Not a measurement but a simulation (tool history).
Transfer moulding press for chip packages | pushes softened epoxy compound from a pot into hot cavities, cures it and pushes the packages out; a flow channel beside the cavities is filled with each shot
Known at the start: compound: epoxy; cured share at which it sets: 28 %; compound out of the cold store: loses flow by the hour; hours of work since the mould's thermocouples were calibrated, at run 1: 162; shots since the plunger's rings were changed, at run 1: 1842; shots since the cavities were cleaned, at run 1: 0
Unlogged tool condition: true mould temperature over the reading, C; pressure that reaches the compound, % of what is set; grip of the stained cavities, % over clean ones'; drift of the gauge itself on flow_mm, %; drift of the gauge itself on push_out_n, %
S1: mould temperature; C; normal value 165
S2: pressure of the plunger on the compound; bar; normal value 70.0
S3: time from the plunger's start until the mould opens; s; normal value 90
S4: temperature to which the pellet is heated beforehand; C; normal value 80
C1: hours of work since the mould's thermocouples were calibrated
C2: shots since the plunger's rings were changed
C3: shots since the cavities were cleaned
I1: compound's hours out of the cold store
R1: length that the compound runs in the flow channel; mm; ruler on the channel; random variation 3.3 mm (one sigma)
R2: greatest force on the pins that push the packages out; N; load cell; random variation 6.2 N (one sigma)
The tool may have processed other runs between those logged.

| run | hour | S1 | S2 | S3 | S4 | C1 | C2 | C3 | I1 | R1 | R2 |
|---|---|---|---|---|---|---|---|---|---|---|---|
| 1 | 0.0 | 165 | 70.0 | 90 | 80 | 162 | 1842 | 0 | 16.7 | 982 | 249 |
| 2 | 7.6 | 165 | 70.0 | 90 | 80 | 166 | 1925 | 83 | 31.5 | 920 | 275 |
| 3 | 12.5 | 165 | 70.0 | 90 | 80 | 168 | 1979 | 137 | 29.7 | 924 | 298 |
| 4 | 20.2 | 165 | 70.0 | 90 | 80 | 172 | 2065 | 223 | 31.0 | 920 | 317 |
| 5 | 26.6 | 165 | 70.0 | 90 | 85 | 176 | 2135 | 293 | 21.6 | 959 | 344 |
| 6 | 33.4 | 161 | 70.0 | 90 | 85 | 179 | 2209 | 367 | 31.7 | 933 | 448 |
| 7 | 38.6 | 161 | 70.6 | 90 | 74 | 182 | 2266 | 424 | 15.3 | 1002 | 510 |
| 8 | 45.1 | 165 | 70.0 | 115 | 80 | 185 | 2338 | 496 | 30.2 | 922 | 309 |
| 9 | 52.4 | 165 | 70.0 | 115 | 80 | 189 | 2419 | 577 | 14.3 | 987 | 331 |
| 10 | 61.8 | 163 | 60.5 | 111 | 80 | 194 | 2521 | 679 | 19.3 | 902 | 374 |
| 11 | 66.9 | 163 | 60.5 | 111 | 80 | 196 | 2578 | 736 | 30.2 | 858 | 382 |
| 12 | 77.7 | 163 | 60.5 | 111 | 80 | 202 | 2696 | 854 | 45.1 | 804 | 373 |

Branching from run 12: 4 alternative next runs. What would each branch give?
|  | 80.9 | cavities cleaned with cleaning compound and waxed |
| A | 85.2 | 163 | 82.4 | 108 | 73 | 205 | 2763 | 48 | 25.0 | ? | ? |
|  | 80.9 | cavities cleaned with cleaning compound and waxed |
| B | 85.2 | 163 | 74.9 | 111 | 80 | 205 | 2763 | 48 | 18.0 | ? | ? |
|  | 80.9 | cavities cleaned with cleaning compound and waxed |
| C | 85.2 | 165 | 63.8 | 89 | 80 | 205 | 2763 | 48 | 29.4 | ? | ? |
|  | 80.9 | cavities cleaned with cleaning compound and waxed |
| D | 85.2 | 165 | 70.0 | 90 | 81 | 205 | 2763 | 48 | 41.9 | ? | ? |

| run | R1 | R2 |
|---|---|---|
| A | 1021 | 242 |
| B | 1007 | 240 |
| C | 880 | 266 |
| D | 877 | 265 |
Without the tool's unlogged condition, the same runs would have read:
| run | R1 | R2 |
|---|---|---|
| A | 1049 | 218 |
| B | 1035 | 217 |
| C | 904 | 237 |
| D | 901 | 237 |

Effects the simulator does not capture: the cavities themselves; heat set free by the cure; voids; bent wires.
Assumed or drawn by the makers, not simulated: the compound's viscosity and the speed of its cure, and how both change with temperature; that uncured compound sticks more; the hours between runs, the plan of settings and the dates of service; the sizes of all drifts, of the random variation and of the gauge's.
